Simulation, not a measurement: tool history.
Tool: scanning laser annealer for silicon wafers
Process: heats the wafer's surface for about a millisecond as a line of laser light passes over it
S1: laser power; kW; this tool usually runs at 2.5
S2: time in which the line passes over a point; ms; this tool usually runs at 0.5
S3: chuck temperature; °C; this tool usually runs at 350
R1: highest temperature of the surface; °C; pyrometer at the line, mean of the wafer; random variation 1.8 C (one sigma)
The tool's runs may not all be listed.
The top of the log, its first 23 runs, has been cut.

run     day     S1     S2   S3    R1
 24  15.675   2.43  0.613  367  1115
 25  16.567  2.536  0.517  350  1073
 26  17.383  2.536  0.517  350  1072
 27  18.121  2.555  0.414  385  1043
 28  18.654    2.5  0.475  316  1000
 29  19.475    2.5    0.5  346  1046
 30  19.867    2.5    0.5  346  1047
 31  20.446  2.663  0.469  330  1061
 32  21.004  2.663  0.469  330  1055
 33  21.612  2.292  0.469  320   947
 34  22.104  2.645  0.393  379  1040
 35  22.725  2.645  0.393  379  1043
 36   23.45  2.372  0.419  379   996
 37  24.288  2.519  0.355  326   935
 38  24.683  2.656  0.355  387  1022
 39  25.342   2.48  0.525  369  1080
 40  26.271   2.48  0.525  369  1078
 41  26.992   2.48  0.525  369  1081

Below are 4 alternative next runs, each starting from the tool's condition after run 41. Predict each:
  A  27.492    2.5    0.5  334   ?
  B  27.492    2.5  0.478  359   ?
  C  27.492  2.558  0.409  369   ?
  D  27.492  2.305  0.525  336   ?

run    R1
  A  1037
  B  1048
  C  1023
  D   998
Without the tool's hidden state the same runs would have given:
run    R1
  A  1038
  B  1048
  C  1024
  D   998

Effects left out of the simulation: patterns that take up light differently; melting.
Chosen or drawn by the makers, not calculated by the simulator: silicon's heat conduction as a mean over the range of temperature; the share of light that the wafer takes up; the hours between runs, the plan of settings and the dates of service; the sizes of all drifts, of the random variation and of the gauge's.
